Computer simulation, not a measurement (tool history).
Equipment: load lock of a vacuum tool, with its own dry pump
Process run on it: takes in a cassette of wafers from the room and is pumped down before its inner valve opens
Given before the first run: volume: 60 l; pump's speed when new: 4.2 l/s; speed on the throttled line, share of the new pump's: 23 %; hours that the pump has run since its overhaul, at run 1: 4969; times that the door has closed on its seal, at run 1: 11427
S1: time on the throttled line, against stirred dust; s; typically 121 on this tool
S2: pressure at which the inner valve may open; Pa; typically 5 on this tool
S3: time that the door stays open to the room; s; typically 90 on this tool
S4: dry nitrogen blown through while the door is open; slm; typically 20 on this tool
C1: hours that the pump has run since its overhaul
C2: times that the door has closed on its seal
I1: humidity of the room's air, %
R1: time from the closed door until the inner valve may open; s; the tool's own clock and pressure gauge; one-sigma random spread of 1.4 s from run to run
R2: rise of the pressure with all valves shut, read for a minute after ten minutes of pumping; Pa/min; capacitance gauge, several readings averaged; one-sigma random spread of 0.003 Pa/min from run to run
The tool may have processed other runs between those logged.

| run | hour | S1 | S2 | S3 | S4 | C1 | C2 | I1 | R1 | R2 |
|---|---|---|---|---|---|---|---|---|---|---|
| 1 | 0 | 121 | 5 | 90 | 20 | 4969 | 11427 | 45.6 | 243.6 | 0.069 |
| 2 | 80.3 | 121 | 5 | 90 | 20 | 5049 | 11564 | 43.9 | 244.4 | 0.069 |
| 3 | 199.5 | 121 | 5 | 90 | 20 | 5169 | 11767 | 42.4 | 248.3 | 0.067 |
| 4 | 362.8 | 121 | 5 | 90 | 20 | 5332 | 12045 | 45.2 | 249.4 | 0.068 |
| 5 | 523.7 | 121 | 5 | 90 | 7 | 5493 | 12319 | 44.4 | 249.8 | 0.081 |
| 6 | 657 | 121 | 7 | 90 | 20 | 5626 | 12545 | 47 | 240.5 | 0.079 |
| 7 | 738.3 | 172 | 7 | 90 | 21 | 5707 | 12684 | 45.9 | 282.2 | 0.072 |
| 8 | 872.2 | 121 | 10 | 90 | 20 | 5841 | 12912 | 48.6 | 238.5 | 0.075 |
| 9 | 996.2 | 121 | 10 | 90 | 20 | 5965 | 13123 | 47.8 | 237.9 | 0.078 |
| 10 | 1114.5 | 169 | 10 | 98 | 20 | 6084 | 13324 | 47.9 | 271.2 | 0.079 |
| 11 | 1285.6 | 169 | 10 | 98 | 20 | 6255 | 13615 | 41.5 | 272.7 | 0.078 |

How would selected steps in R1 from run to run divide? Give the signed amount a tool lacking its hidden state would still show from settings, what came in and random variation, and the signed amount left for the hidden state, including any gauge scatter that is not in both of the compared results.
The tool's hidden condition here consists of: pump's speed, % of a new pump's; leak at the door's seal, Pa l/s; drift of the gauge itself on ready_s, %; drift of the gauge itself on rise_pa_min, %.
Run 7 -> 8: S1 172 -> 121, S2 7 -> 10, S4 21 -> 20. R1 -43.7 s: hidden state +1.4, all else -45.1.
